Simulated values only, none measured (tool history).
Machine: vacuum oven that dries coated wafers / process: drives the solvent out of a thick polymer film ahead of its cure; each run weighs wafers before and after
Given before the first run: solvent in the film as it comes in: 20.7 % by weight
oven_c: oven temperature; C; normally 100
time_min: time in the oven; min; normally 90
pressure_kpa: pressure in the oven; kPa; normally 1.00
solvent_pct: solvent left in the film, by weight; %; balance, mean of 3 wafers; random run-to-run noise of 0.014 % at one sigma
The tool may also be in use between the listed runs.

Run 1, hour 0.0: usual settings. Result: solvent_pct 2.74 %.
Run 2, hour 18.5: usual settings but time_min 71 min. Result: solvent_pct 3.87 %.
Run 3, hour 27.4: usual settings. Result: solvent_pct 2.73 %.
Run 4, hour 45.2: usual settings but oven_c 87 C. Result: solvent_pct 5.81 %.
Run 5, hour 64.4: usual settings but oven_c 87 C, time_min 65 min. Result: solvent_pct 7.77 %.
Run 6, hour 73.9: usual settings but oven_c 87 C, time_min 65 min. Result: solvent_pct 7.73 %.
Run 7, hour 91.8: usual settings but oven_c 87 C, time_min 65 min. Result: solvent_pct 7.73 %.
Run 8, hour 100.7: usual settings but oven_c 87 C, time_min 65 min. Result: solvent_pct 7.77 %.
Run 9, hour 119.4: usual settings but oven_c 87 C, time_min 65 min. Result: solvent_pct 7.76 %.
Run 10, hour 138.9: usual settings but oven_c 91 C, time_min 127 min, pressure_kpa 0.64 kPa. Result: solvent_pct 2.81 %.
Run 11, hour 156.9: usual settings but oven_c 91 C, time_min 127 min, pressure_kpa 0.64 kPa. Result: solvent_pct 2.80 %.
Run 12, hour 168.4: usual settings but oven_c 108 C, time_min 127 min, pressure_kpa 1.78 kPa. Result: solvent_pct 0.97 %.
Run 13, hour 184.4: usual settings but oven_c 90 C, time_min 116 min, pressure_kpa 0.66 kPa. Result: solvent_pct 3.47 %.
Run 14, hour 197.7: usual settings but oven_c 88 C, time_min 100 min, pressure_kpa 0.57 kPa. Result: solvent_pct 4.73 %.
Run 15, hour 208.5: usual settings but oven_c 99 C, time_min 46 min, pressure_kpa 0.96 kPa. Result: solvent_pct 6.57 %.
Run 16, hour 226.1: usual settings but oven_c 99 C, time_min 67 min, pressure_kpa 0.93 kPa. Result: solvent_pct 4.39 %.
Run 17, hour 238.3: usual settings but oven_c 99 C, time_min 67 min, pressure_kpa 0.93 kPa. Result: solvent_pct 4.37 %.
Run 18, hour 248.5: usual settings but oven_c 91 C, time_min 158 min, pressure_kpa 0.60 kPa. Result: solvent_pct 1.89 %.

Branching from run 18: 5 alternative next runs. What would each branch give?
Run A, hour 261.6: usual settings but oven_c 91 C, time_min 61 min, pressure_kpa 0.50 kPa. Result: solvent_pct ?.
Run B, hour 261.6: usual settings but oven_c 90 C, time_min 158 min, pressure_kpa 0.60 kPa. Result: solvent_pct ?.
Run C, hour 261.6: usual settings but oven_c 99 C. Result: solvent_pct ?.
Run D, hour 261.6: usual settings but time_min 158 min, pressure_kpa 0.60 kPa. Result: solvent_pct ?.
Run E, hour 261.6: usual settings but time_min 154 min, pressure_kpa 3.44 kPa. Result: solvent_pct ?.

run  solvent_pct
  A         6.77
  B         2.04
  C         2.88
  D         0.85
  E         2.04
The same runs, with their run-to-run variation unchanged, on a tool lacking any hidden condition would have given:
run  solvent_pct
  A         6.96
  B         2.08
  C         3.00
  D         0.82
  E         2.07
